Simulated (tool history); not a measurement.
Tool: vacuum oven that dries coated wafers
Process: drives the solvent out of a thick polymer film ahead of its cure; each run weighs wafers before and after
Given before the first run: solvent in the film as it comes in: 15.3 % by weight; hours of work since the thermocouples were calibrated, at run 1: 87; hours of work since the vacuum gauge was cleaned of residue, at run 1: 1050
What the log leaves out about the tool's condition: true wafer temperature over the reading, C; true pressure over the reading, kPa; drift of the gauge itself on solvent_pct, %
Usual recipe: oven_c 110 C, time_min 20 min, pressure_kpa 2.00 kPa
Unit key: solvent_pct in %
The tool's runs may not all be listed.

run     day  oven_c  time_min  pressure_kpa  hours of work since the thermocouples were calibrated  hours of work since the vacuum gauge was cleaned of residue  solvent_pct
  1   0.000     110        20          2.00                                                     87                                                         1050         3.96
  2   1.954     110        20          2.00                                                    116                                                         1079         3.99
  3   4.071     110        20          2.00                                                    147                                                         1110         4.11
  4   5.567     110        20          2.00                                                    168                                                         1132         4.08
  5   7.171     110        25          2.00                                                    192                                                         1155         3.31
  6   8.317     110        24          2.00                                                    209                                                         1172         3.41
  7   9.704     110        24          2.00                                                    229                                                         1193         3.42
  8  11.354     110        20          3.27                                                    253                                                         1217         4.87
  9  12.442     110        20          3.27                                                    269                                                         1233         4.70
 10  13.983     101        20          3.27                                                    292                                                         1255         6.57
 11  15.642     101        20          3.27                                                    316                                                         1280         6.69
 12  17.171     101        20          3.27                                                    339                                                         1302         6.66
 13  18.575     101        20          3.27                                                    359                                                         1323         6.74
 14  20.054     104        20          3.27                                                    381                                                         1344         6.02
 15  21.917     104        20          3.27                                                    408                                                         1372         6.04
 16  23.604     104        20          3.27                                                    433                                                         1396         6.11
 17  24.938     104        20          3.27                                                    452                                                         1416         6.17
 18  25.821     105        20          2.00                                                    465                                                         1429         5.19
 19  26.708     105        20          2.00                                                    478                                                         1442         5.23
 20  28.500     106        22          6.65                                                    505                                                         1468         7.16
 21  29.892     106        14          4.92                                                    525                                                         1488         7.78

Run 22 has not been measured yet. What should we expect?
 22  31.275     106        13          1.34                                                    545                                                         1509            ?

solvent_pct: 6.57 %
The same run, on a tool lacking any hidden state, would have yielded solvent_pct 6.20 %.
